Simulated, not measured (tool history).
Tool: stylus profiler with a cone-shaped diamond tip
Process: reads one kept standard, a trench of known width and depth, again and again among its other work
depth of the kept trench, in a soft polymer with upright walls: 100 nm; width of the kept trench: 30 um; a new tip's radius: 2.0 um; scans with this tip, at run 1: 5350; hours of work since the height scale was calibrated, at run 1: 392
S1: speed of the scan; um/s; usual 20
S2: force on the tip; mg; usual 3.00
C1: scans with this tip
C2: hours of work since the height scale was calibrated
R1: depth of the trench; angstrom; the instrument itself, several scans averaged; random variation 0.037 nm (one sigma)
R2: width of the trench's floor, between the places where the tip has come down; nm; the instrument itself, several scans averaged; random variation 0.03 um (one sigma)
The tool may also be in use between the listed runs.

run,hour,S1,S2,C1,C2,R1,R2
1,0.0,20,3.00,5350,392,1016.1,28150
2,34.7,5,3.00,5591,409,1015.8,28140
3,58.7,7,3.00,5757,421,1015.9,28150
4,100.5,7,3.00,6048,443,1016.0,28160
5,125.4,7,3.00,6220,455,1016.1,28110
6,159.9,7,3.00,6460,473,1016.6,28090
7,195.7,7,3.00,6707,491,1016.3,28050
8,236.0,7,3.00,6987,511,1016.5,28030
9,272.5,18,3.00,7240,530,1016.1,27960
10,313.9,18,3.00,7527,551,1015.8,27970
11,336.8,18,3.00,7686,563,1015.5,27940
12,370.6,50,1.36,7920,580,1009.0,27850
# hour 415.6: new tip fitted, height scale calibrated
13,416.0,48,7.83,3,0,1032.8,28610
14,450.5,15,5.05,243,18,1024.9,28700
15,483.1,15,5.05,469,34,1025.1,28640

3 ways to go on from here, each from the tool as it stands after run 15. What would each give?
A,522.4,57,3.00,741,54,?,?
B,522.4,15,2.54,741,54,?,?
C,522.4,17,1.31,741,54,?,?

run,R1,R2
A,1017.1,28500
B,1015.3,28660
C,1009.4,28580
Without the tool's hidden state the same runs would have given:
run,R1,R2
A,1017.3,28580
B,1015.5,28730
C,1009.6,28660

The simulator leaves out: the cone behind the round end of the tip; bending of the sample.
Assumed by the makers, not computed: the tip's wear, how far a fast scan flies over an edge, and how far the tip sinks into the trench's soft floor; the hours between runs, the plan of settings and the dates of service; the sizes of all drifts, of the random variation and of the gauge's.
